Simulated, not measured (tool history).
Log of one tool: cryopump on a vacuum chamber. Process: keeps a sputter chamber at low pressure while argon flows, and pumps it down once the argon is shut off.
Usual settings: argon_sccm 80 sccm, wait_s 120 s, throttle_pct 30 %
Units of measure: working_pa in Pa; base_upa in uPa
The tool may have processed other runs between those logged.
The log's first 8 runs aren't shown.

run	hour	argon_sccm	wait_s	throttle_pct	working_pa	base_upa
9	120.8	80	120	28	0.2564	1.57
10	131	80	120	28	0.2588	1.55
11	141.7	80	120	28	0.2597	1.52
12	158.2	80	120	28	0.2584	1.57
13	169.9	80	120	30	0.2437	1.55
14	185.3	80	120	30	0.2437	1.59
15	196.6	80	120	30	0.2427	1.59
16	207.8	80	120	30	0.2445	1.64
17	226.6	80	120	30	0.2443	1.57
18	246.9	80	120	30	0.2441	1.6
19	256.4	108	240	22	0.4487	1.45
20	275.4	127	240	16	0.7107	1.47
21	292.1	127	240	16	0.722	1.46
22	305.9	80	70	30	0.2485	1.79
23	319.5	80	120	16	0.4488	1.68
24	331.8	73	184	20	0.3341	1.58
25	348.4	100	136	35	0.2679	1.61

Run 26, settings as shown, results not yet in. Your forecast:
26	368.5	111	22	38	?	?

Logged for run 26: working_pa 0.278 Pa, base_upa 2.93 uPa.
Without the tool's hidden state the same run would have given working_pa 0.2576 Pa, base_upa 1.71 uPa.

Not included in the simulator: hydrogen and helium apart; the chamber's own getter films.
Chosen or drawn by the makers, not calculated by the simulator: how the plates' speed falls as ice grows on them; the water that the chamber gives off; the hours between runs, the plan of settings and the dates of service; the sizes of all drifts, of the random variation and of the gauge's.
